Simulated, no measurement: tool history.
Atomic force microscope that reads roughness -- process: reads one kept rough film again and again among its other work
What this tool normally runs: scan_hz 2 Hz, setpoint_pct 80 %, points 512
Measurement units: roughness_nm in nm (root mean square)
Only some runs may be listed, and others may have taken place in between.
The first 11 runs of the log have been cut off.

run,hour,scan_hz,setpoint_pct,points,roughness_nm
# hour 60: new tip fitted
12,65.6,2,80,610,2.097
13,72,2,80,610,2.085
14,75.8,2,80,610,2.068
15,83.4,2,80,610,2.063
16,89.8,2,80,434,2.025
17,96.9,2,80,434,2.017
18,105.5,2,80,434,2
19,110.8,2,80,434,2.001
20,119,2,80,512,2
21,125.9,2,80,512,1.975
22,131.6,2,80,512,1.982
23,140.1,2,80,512,1.944
24,144.9,2,80,512,1.94
25,152.1,0.57,73,397,2.021
26,161.4,0.67,73,659,2.02
27,170.2,0.67,73,659,2
28,178.2,2,86,452,1.848

Forecast run 29:
29,185.8,2.34,86,452,?

Run 29 gave roughness_nm 1.799 nm (root mean square).
If the tool had no hidden condition, the same run with the same run-to-run variation would have returned roughness_nm 2.021 nm (root mean square).
